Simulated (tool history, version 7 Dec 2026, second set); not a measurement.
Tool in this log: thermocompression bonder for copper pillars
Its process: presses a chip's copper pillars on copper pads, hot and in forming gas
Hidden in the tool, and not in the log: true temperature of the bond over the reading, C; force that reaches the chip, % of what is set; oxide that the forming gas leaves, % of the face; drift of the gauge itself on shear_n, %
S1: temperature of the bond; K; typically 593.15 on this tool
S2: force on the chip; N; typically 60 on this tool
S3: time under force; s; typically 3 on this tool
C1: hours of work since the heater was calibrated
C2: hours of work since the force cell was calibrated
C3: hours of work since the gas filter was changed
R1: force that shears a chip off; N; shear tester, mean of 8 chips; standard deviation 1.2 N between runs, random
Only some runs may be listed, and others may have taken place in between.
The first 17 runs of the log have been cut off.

run,hour,S1,S2,S3,C1,C2,C3,R1
18,148.2,592.15,50,4,587,178,301,97.9
19,160.5,606.15,60,2,592,184,307,104.0
20,169.5,606.15,60,2,595,187,310,104.6
21,179.7,606.15,77,2,600,192,314,118.2
22,186.6,606.15,77,2,602,194,317,120.2
23,191.6,606.15,77,2,604,196,319,118.4
24,200.9,598.15,79,3,608,200,323,123.2
25,206.4,598.15,79,3,610,202,325,122.6
26,218.5,593.15,86,4,615,207,330,125.7
27,228.4,593.15,51,4,620,212,335,100.7
28,236.3,614.15,50,4,623,215,338,110.2
29,244.9,614.15,85,4,626,218,341,134.1

Forecast run 30:
30,251.9,591.15,47,4,629,221,344,?

R1: 92.7 N
If the tool had no hidden condition, the same run with the same run-to-run variation would have returned R1 96.8 N.

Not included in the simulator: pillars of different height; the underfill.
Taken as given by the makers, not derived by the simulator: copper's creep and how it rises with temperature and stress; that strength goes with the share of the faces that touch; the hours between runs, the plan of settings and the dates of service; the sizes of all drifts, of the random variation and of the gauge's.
